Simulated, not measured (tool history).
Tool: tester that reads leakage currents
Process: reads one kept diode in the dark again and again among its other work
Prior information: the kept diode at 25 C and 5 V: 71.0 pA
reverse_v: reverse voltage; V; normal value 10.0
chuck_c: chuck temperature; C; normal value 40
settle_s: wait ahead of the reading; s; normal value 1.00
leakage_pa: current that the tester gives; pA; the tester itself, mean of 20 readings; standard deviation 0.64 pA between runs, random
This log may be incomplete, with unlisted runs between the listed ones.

run    hour  reverse_v  chuck_c  settle_s  leakage_pa
  1     0.0       10.0       40      1.00      296.48
  2   139.8       10.0       40      1.00      296.00
  3   323.7       10.0       21      1.00       80.17
      392.7  -- chuck's temperature calibrated
  4   482.5       10.0       40      1.00      305.42
  5   642.0       10.0       40      1.00      305.27
  6   756.3       10.0       40      1.00      304.07
  7   893.3       10.0       40      1.00      301.38
  8  1065.4       10.0       40      1.00      300.80
  9  1273.1       10.0       40      1.00      298.46
 10  1423.0       10.0       40      1.00      297.05
 11  1511.9       10.0       40      1.00      298.58
 12  1673.9       10.0       40      1.00      295.60
 13  1848.1       10.0       40      1.00      295.04
 14  2023.6       10.0       40      1.00      292.80
     2040.1  -- chuck's temperature calibrated
 15  2115.3       10.0       40      1.00      311.95
 16  2292.3       10.0       40      1.00      309.45
     2381.6  -- probe card cleaned and baked
 17  2381.6       10.0       40      1.00      301.55
 18  2488.6       10.0       40      1.00      300.95
 19  2696.6       10.0       40      1.00      299.46
 20  2820.0       10.0       40      1.00      297.34
 21  3018.5       10.0       40      1.00      295.96
 22  3217.1       10.5       40      1.00      301.81
 23  3416.1       10.0       40      1.49      291.48
 24  3614.2        7.7       29      1.23      117.05
     3697.1  -- chuck's temperature calibrated
 25  3754.5        7.7       29      1.23      125.19
 26  3955.2        7.7       29      1.23      124.42
 27  4091.7        3.5       55      1.00      438.41
 28  4216.3       18.4       44      1.89      559.20
 29  4372.0       15.2       58      0.36     1196.96
 30  4506.7        1.1       58      2.41      269.12
 31  4638.8        1.1       58      2.41      267.78
 32  4825.5        1.5       58      8.43      318.52
 33  4991.2        1.5       58      8.43      316.89
 34  5121.7        9.1       58      0.38      872.01
 35  5242.7        9.1       58      0.38      870.66
     5355.4  -- chuck's temperature calibrated
 36  5447.1        9.1       58      0.38      905.75
 37  5624.5        2.4       58      0.42      425.23
 38  5742.8        2.4       58      0.42      420.92
 39  5882.5        2.4       58      0.42      419.41

How would selected steps in leakage_pa from run to run divide? Give the signed amount a tool lacking its hidden state would still show from settings, what came in and random variation, and the signed amount left for the hidden state, including any gauge scatter that is not in both of the compared results.
Hidden conditions of the tool in this case: stray current of the dirty probe card, pA a volt; current scale over the true one, %; true chuck temperature over the reading, C; drift of the gauge itself on leakage_pa, %.
Run 14 -> 15: chuck's temperature calibrated. leakage_pa +19.15 pA: hidden state +19.83, all else -0.68.
Run 28 -> 29: reverse_v 18.4 -> 15.2, chuck_c 44 -> 58, settle_s 1.89 -> 0.36. leakage_pa +637.76 pA: hidden state -8.26, all else +646.02.
Run 29 -> 30: reverse_v 15.2 -> 1.1, settle_s 0.36 -> 2.41. leakage_pa -927.84 pA: hidden state +1.88, all else -929.72.
Run 33 -> 34: reverse_v 1.5 -> 9.1, settle_s 8.43 -> 0.38. leakage_pa +555.12 pA: hidden state -15.02, all else +570.14.
Run 35 -> 36: chuck's temperature calibrated. leakage_pa +35.09 pA: hidden state +32.88, all else +2.21.
